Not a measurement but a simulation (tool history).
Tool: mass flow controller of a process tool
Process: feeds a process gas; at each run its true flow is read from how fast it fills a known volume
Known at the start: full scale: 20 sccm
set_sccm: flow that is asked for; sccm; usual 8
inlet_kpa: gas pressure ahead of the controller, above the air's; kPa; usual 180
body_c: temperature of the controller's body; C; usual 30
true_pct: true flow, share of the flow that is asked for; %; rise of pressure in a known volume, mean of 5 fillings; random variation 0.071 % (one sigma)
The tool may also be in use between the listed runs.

run 1 hour=0 | set_sccm=8 inlet_kpa=180 body_c=30 | true_pct=97.65
run 2 hour=81.6 | set_sccm=4 inlet_kpa=180 body_c=30 | true_pct=95.77
run 3 hour=250.7 | set_sccm=4 inlet_kpa=180 body_c=30 | true_pct=95.57
run 4 hour=345.1 | set_sccm=4 inlet_kpa=180 body_c=30 | true_pct=95.59
run 5 hour=487.4 | set_sccm=10 inlet_kpa=180 body_c=30 | true_pct=97.85
run 6 hour=573.7 | set_sccm=8 inlet_kpa=180 body_c=30 | true_pct=97.46
run 7 hour=734.2 | set_sccm=8 inlet_kpa=180 body_c=30 | true_pct=97.23
run 8 hour=872.5 | set_sccm=8 inlet_kpa=180 body_c=30 | true_pct=97.17
run 9 hour=955.6 | set_sccm=8 inlet_kpa=180 body_c=33 | true_pct=97.45
run 10 hour=1137.4 | set_sccm=8 inlet_kpa=180 body_c=30 | true_pct=97.02
run 11 hour=1263.6 | set_sccm=8 inlet_kpa=180 body_c=30 | true_pct=97.02
run 12 hour=1403.5 | set_sccm=8 inlet_kpa=180 body_c=30 | true_pct=96.87
run 13 hour=1496.4 | set_sccm=2 inlet_kpa=180 body_c=30 | true_pct=90.03
run 14 hour=1635.9 | set_sccm=3 inlet_kpa=180 body_c=30 | true_pct=92.71
run 15 hour=1748.8 | set_sccm=8 inlet_kpa=180 body_c=30 | true_pct=96.81
run 16 hour=1919.7 | set_sccm=8 inlet_kpa=180 body_c=30 | true_pct=96.58
run 17 hour=2007.7 | set_sccm=8 inlet_kpa=180 body_c=30 | true_pct=96.48
run 18 hour=2114.7 | set_sccm=8 inlet_kpa=278 body_c=30 | true_pct=96.36
run 19 hour=2237.5 | set_sccm=8 inlet_kpa=246 body_c=30 | true_pct=96.38
run 20 hour=2339.6 | set_sccm=8 inlet_kpa=246 body_c=30 | true_pct=96.3
run 21 hour=2437.4 | set_sccm=8 inlet_kpa=246 body_c=30 | true_pct=96.17
run 22 hour=2570.1 | set_sccm=8 inlet_kpa=246 body_c=30 | true_pct=96.05
run 23 hour=2711.2 | set_sccm=8 inlet_kpa=246 body_c=30 | true_pct=96.04
run 24 hour=2848 | set_sccm=8 inlet_kpa=246 body_c=30 | true_pct=95.82
run 25 hour=2944.7 | set_sccm=6 inlet_kpa=180 body_c=30 | true_pct=94.93
run 26 hour=3095.8 | set_sccm=3 inlet_kpa=162 body_c=25 | true_pct=90.47
run 27 hour=3277.7 | set_sccm=3 inlet_kpa=162 body_c=25 | true_pct=90.24
run 28 hour=3399.5 | set_sccm=6 inlet_kpa=162 body_c=33 | true_pct=95.04
run 29 hour=3548.7 | set_sccm=3 inlet_kpa=216 body_c=37 | true_pct=90.83
run 30 hour=3624 | set_sccm=4 inlet_kpa=163 body_c=24 | true_pct=91.74
run 31 hour=3757.3 | set_sccm=4 inlet_kpa=277 body_c=40 | true_pct=92.89
run 32 hour=3925.1 | set_sccm=4 inlet_kpa=277 body_c=40 | true_pct=92.72
run 33 hour=4048.7 | set_sccm=8 inlet_kpa=152 body_c=30 | true_pct=95.42
run 34 hour=4160.3 | set_sccm=2 inlet_kpa=167 body_c=35 | true_pct=85.51
run 35 hour=4272.9 | set_sccm=2 inlet_kpa=256 body_c=21 | true_pct=83.97
run 36 hour=4395.4 | set_sccm=7 inlet_kpa=241 body_c=27 | true_pct=94.21
run 37 hour=4550.1 | set_sccm=7 inlet_kpa=241 body_c=27 | true_pct=94.17
run 38 hour=4639.8 | set_sccm=14 inlet_kpa=180 body_c=30 | true_pct=97.01
run 39 hour=4818.2 | set_sccm=8 inlet_kpa=180 body_c=36 | true_pct=95.4
run 40 hour=4931.7 | set_sccm=8 inlet_kpa=180 body_c=36 | true_pct=95.41
run 41 hour=5028 | set_sccm=8 inlet_kpa=180 body_c=36 | true_pct=95.38
run 42 hour=5192.6 | set_sccm=5 inlet_kpa=257 body_c=28 | true_pct=91.87
run 43 hour=5283.5 | set_sccm=15 inlet_kpa=152 body_c=28 | true_pct=96.86
-- hour=5374.9 controller's zero set anew
run 44 hour=5391.3 | set_sccm=15 inlet_kpa=152 body_c=28 | true_pct=98.78
run 45 hour=5513.6 | set_sccm=15 inlet_kpa=152 body_c=28 | true_pct=98.85

Forecast each of these 5 alternatives for the next run:
run A hour=5601.6 | set_sccm=8 inlet_kpa=170 body_c=36 | true_pct=?
run B hour=5601.6 | set_sccm=8 inlet_kpa=271 body_c=33 | true_pct=?
run C hour=5601.6 | set_sccm=15 inlet_kpa=187 body_c=29 | true_pct=?
run D hour=5601.6 | set_sccm=2 inlet_kpa=174 body_c=28 | true_pct=?
run E hour=5601.6 | set_sccm=6 inlet_kpa=180 body_c=30 | true_pct=?

run=A true_pct=98.72
run=B true_pct=98.25
run=C true_pct=98.75
run=D true_pct=96.87
run=E true_pct=97.89
Without the tool's hidden state the same runs would have given:
run=A true_pct=100.1
run=B true_pct=99.63
run=C true_pct=100.03
run=D true_pct=98.86
run=E true_pct=99.33
